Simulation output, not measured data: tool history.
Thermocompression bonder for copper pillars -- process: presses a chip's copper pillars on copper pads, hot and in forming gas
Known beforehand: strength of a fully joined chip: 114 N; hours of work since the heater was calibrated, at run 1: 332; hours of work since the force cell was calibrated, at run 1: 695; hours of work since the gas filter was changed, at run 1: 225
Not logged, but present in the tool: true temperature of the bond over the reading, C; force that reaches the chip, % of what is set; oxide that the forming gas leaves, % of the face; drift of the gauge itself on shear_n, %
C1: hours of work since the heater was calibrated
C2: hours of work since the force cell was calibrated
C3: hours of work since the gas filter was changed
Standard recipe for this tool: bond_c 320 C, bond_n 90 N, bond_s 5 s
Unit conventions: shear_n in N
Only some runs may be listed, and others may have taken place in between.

{"run": 1, "day": 0.0, "bond_c": 320, "bond_n": 90, "bond_s": 5, "C1": 332, "C2": 695, "C3": 225, "shear_n": 80.2}
{"run": 2, "day": 2.504, "bond_c": 320, "bond_n": 90, "bond_s": 5, "C1": 358, "C2": 721, "C3": 251, "shear_n": 79.8}
{"run": 3, "day": 3.796, "bond_c": 320, "bond_n": 90, "bond_s": 5, "C1": 372, "C2": 735, "C3": 265, "shear_n": 79.9}
{"day": 4.042, "done": "heater calibrated with a thermocouple chip"}
{"run": 4, "day": 5.367, "bond_c": 320, "bond_n": 90, "bond_s": 5, "C1": 14, "C2": 750, "C3": 280, "shear_n": 81}
{"run": 5, "day": 7.217, "bond_c": 343, "bond_n": 90, "bond_s": 5, "C1": 33, "C2": 769, "C3": 300, "shear_n": 90}
{"day": 8.542, "done": "forming gas filter changed"}
{"run": 6, "day": 10.017, "bond_c": 292, "bond_n": 90, "bond_s": 4, "C1": 62, "C2": 798, "C3": 15, "shear_n": 68.1}
{"day": 12.096, "done": "force cell calibrated"}
{"run": 7, "day": 12.846, "bond_c": 331, "bond_n": 90, "bond_s": 13, "C1": 91, "C2": 8, "C3": 44, "shear_n": 105.1}
{"run": 8, "day": 15.338, "bond_c": 317, "bond_n": 59, "bond_s": 5, "C1": 117, "C2": 34, "C3": 70, "shear_n": 74.9}
{"day": 16.233, "done": "heater calibrated with a thermocouple chip, once more"}
{"run": 9, "day": 16.808, "bond_c": 317, "bond_n": 59, "bond_s": 5, "C1": 6, "C2": 48, "C3": 84, "shear_n": 69}
{"run": 10, "day": 18.85, "bond_c": 317, "bond_n": 59, "bond_s": 5, "C1": 27, "C2": 69, "C3": 106, "shear_n": 68.4}

Alternative continuations, all from the tool just after run 10; predict every row:
{"run": "A", "day": 21.221, "bond_c": 341, "bond_n": 90, "bond_s": 4, "C1": 52, "C2": 94, "C3": 130, "shear_n": "?"}
{"run": "B", "day": 21.221, "bond_c": 317, "bond_n": 59, "bond_s": 3, "C1": 52, "C2": 94, "C3": 130, "shear_n": "?"}
{"run": "C", "day": 21.221, "bond_c": 300, "bond_n": 90, "bond_s": 5, "C1": 52, "C2": 94, "C3": 130, "shear_n": "?"}

run=A shear_n=87.7
run=B shear_n=57.5
run=C shear_n=68.1
Stripped of hidden state, with their random variation kept, the same runs would have yielded:
run=A shear_n=91.3
run=B shear_n=59.6
run=C shear_n=70.6
